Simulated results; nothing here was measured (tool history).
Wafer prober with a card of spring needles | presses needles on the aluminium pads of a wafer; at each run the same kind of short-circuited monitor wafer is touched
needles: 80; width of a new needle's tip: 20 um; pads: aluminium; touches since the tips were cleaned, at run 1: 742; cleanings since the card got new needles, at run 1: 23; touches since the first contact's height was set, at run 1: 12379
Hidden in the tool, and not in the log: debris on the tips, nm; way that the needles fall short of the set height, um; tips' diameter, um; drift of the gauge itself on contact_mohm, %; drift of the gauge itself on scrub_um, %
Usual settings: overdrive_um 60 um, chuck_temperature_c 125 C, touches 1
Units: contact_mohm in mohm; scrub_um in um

| run | hour | overdrive_um | chuck_temperature_c | touches | touches since the tips were cleaned | cleanings since the card got new needles | touches since the first contact's height was set | contact_mohm | scrub_um |
|---|---|---|---|---|---|---|---|---|---|
| 1 | 0.0 | 60 | 125 | 1 | 742 | 23 | 12379 | 190 | 15.93 |
|  | 14.4 | tips cleaned on abrasive film |
|  | 28.9 | tips cleaned on abrasive film |
|  | 43.3 | tips cleaned on abrasive film |
| 2 | 46.2 | 60 | 125 | 1 | 1058 | 26 | 28953 | 189 | 15.68 |
|  | 60.7 | tips cleaned on abrasive film |
|  | 75.1 | tips cleaned on abrasive film |
|  | 89.5 | tips cleaned on abrasive film |
|  | 107.6 | tips cleaned on abrasive film |
|  | 122.0 | tips cleaned on abrasive film |
|  | 136.4 | tips cleaned on abrasive film |
| 3 | 147.7 | 60 | 125 | 1 | 4080 | 32 | 65358 | 210 | 15.38 |
|  | 151.4 | tips cleaned on abrasive film |
|  | 165.8 | tips cleaned on abrasive film |
|  | 180.3 | tips cleaned on abrasive film |
|  | 194.7 | tips cleaned on abrasive film |
|  | 209.1 | tips cleaned on abrasive film |
| 4 | 211.6 | 60 | 125 | 1 | 895 | 37 | 88231 | 192 | 15.20 |
|  | 226.1 | tips cleaned on abrasive film |
|  | 244.1 | tips cleaned on abrasive film |
|  | 262.1 | tips cleaned on abrasive film |
|  | 276.5 | tips cleaned on abrasive film |
|  | 284.0 | height of the first contact set anew |
|  | 294.9 | tips cleaned on abrasive film |
|  | 311.8 | tips cleaned on abrasive film |
| 5 | 311.8 | 60 | 125 | 3 | 0 | 43 | 9972 | 182 | 15.73 |
|  | 329.9 | tips cleaned on abrasive film |
|  | 347.9 | tips cleaned on abrasive film |
|  | 362.3 | tips cleaned on abrasive film |
|  | 376.7 | tips cleaned on abrasive film |
| 6 | 382.1 | 60 | 125 | 3 | 1950 | 47 | 35195 | 189 | 15.57 |
|  | 393.0 | tips cleaned on abrasive film |
|  | 407.4 | tips cleaned on abrasive film |
|  | 421.9 | tips cleaned on abrasive film |
|  | 436.3 | tips cleaned on abrasive film |
|  | 450.7 | tips cleaned on abrasive film |
|  | 465.2 | tips cleaned on abrasive film |
| 7 | 467.3 | 60 | 125 | 3 | 766 | 53 | 65700 | 189 | 15.38 |
|  | 481.7 | tips cleaned on abrasive film |
|  | 496.2 | tips cleaned on abrasive film |
|  | 510.6 | tips cleaned on abrasive film |
|  | 525.0 | tips cleaned on abrasive film |
|  | 539.5 | tips cleaned on abrasive film |
|  | 556.1 | tips cleaned on abrasive film |
| 8 | 556.1 | 60 | 125 | 3 | 0 | 59 | 97523 | 185 | 15.27 |
|  | 574.1 | tips cleaned on abrasive film |
|  | 588.5 | tips cleaned on abrasive film |
| 9 | 600.1 | 60 | 125 | 1 | 4160 | 61 | 113319 | 213 | 15.13 |
|  | 603.8 | tips cleaned on abrasive film |
|  | 604.1 | height of the first contact set anew |
|  | 618.5 | tips cleaned on abrasive film |
|  | 636.5 | tips cleaned on abrasive film |
|  | 650.9 | tips cleaned on abrasive film |
|  | 665.4 | tips cleaned on abrasive film |
| 10 | 670.1 | 60 | 125 | 1 | 1694 | 66 | 23674 | 196 | 15.72 |
|  | 680.9 | tips cleaned on abrasive film |
|  | 695.4 | tips cleaned on abrasive film |
|  | 713.4 | tips cleaned on abrasive film |
|  | 729.0 | tips cleaned on abrasive film |
| 11 | 729.0 | 60 | 125 | 1 | 0 | 70 | 44809 | 183 | 15.52 |

Forecast run 12:
|  | 743.5 | tips cleaned on abrasive film |
|  | 757.9 | tips cleaned on abrasive film |
|  | 775.9 | tips cleaned on abrasive film |
|  | 790.4 | tips cleaned on abrasive film |
|  | 804.8 | tips cleaned on abrasive film |
|  | 819.2 | tips cleaned on abrasive film |
| 12 | 822.7 | 60 | 125 | 2 | 1241 | 76 | 78375 | ? | ? |

{"run 12": {"contact_mohm": 197, "scrub_um": 15.41}}
Without the tool's hidden state the same run would have given contact_mohm 182 mohm, scrub_um 15.84 um.
